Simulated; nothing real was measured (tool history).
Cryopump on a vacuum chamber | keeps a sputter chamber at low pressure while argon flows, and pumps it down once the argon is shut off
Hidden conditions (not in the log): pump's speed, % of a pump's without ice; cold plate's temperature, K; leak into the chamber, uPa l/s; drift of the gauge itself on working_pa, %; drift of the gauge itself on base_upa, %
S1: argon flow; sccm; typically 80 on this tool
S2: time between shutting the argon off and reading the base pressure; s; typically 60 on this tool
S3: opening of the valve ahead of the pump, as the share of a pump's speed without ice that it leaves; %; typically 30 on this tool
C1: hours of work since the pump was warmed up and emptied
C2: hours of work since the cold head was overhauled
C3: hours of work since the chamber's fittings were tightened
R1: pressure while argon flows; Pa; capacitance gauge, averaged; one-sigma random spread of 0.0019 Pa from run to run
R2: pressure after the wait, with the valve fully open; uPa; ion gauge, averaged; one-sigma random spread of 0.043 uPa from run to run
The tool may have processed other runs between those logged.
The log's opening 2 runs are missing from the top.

run	day	S1	S2	S3	C1	C2	C3	R1	R2
3	5.992	61	60	30	653	653	3159	0.3683	4.39
4	8.662	61	60	30	687	687	3193	0.3682	4.59
5	10.329	80	60	18	709	709	3215	0.7946	4.44
6	12.208	80	60	18	733	733	3239	0.7941	4.48
7	14.942	80	175	30	769	769	3275	0.4869	3.02
8	17.558	80	175	30	803	803	3309	0.4914	3.06
9	20.475	80	60	30	841	841	3347	0.4883	4.6
10	24.029	80	60	30	887	887	3393	0.4901	4.68
11	26.238	80	60	30	915	915	3421	0.4899	4.58
12	30.233	80	60	30	967	967	3473	0.4966	4.7
13	32.112	80	60	30	992	992	3498	0.4955	4.78
14	35.292	80	60	30	1033	1033	3539	0.494	4.82
15	38.171	80	60	30	1070	1070	3576	0.4959	4.7
16	41.592	80	60	30	1115	1115	3621	0.4991	4.92
# day 42.808: pump warmed up, emptied and cooled again
# day 44.9: leaking fittings of the chamber tightened, without venting
17	45.221	80	60	30	30	1158	4	0.4686	2.54
18	47.958	115	60	30	66	1193	40	0.6709	2.69
19	51.088	80	144	49	106	1234	80	0.2893	1.31
20	53.008	80	144	49	131	1259	105	0.2904	1.33
21	56.767	80	144	49	180	1308	154	0.2916	1.36
22	59.588	34	42	16	217	1344	191	0.3757	3.66
23	62.104	34	42	16	249	1377	223	0.3733	3.69
24	65.462	158	247	55	293	1420	267	0.522	1.01
25	68.925	51	247	18	338	1465	312	0.5029	1.06
26	71.512	51	247	18	371	1499	345	0.4999	1.11
27	73.829	59	29	16	401	1529	375	0.65	5.22

Predict the results of run 28:
28	77.679	59	29	16	451	1579	425	?	?

Run 28 produced R1 0.6547 Pa, R2 5.4 uPa.
Had the tool carried no hidden state, the very same run would have given R1 0.6448 Pa, R2 5.13 uPa.
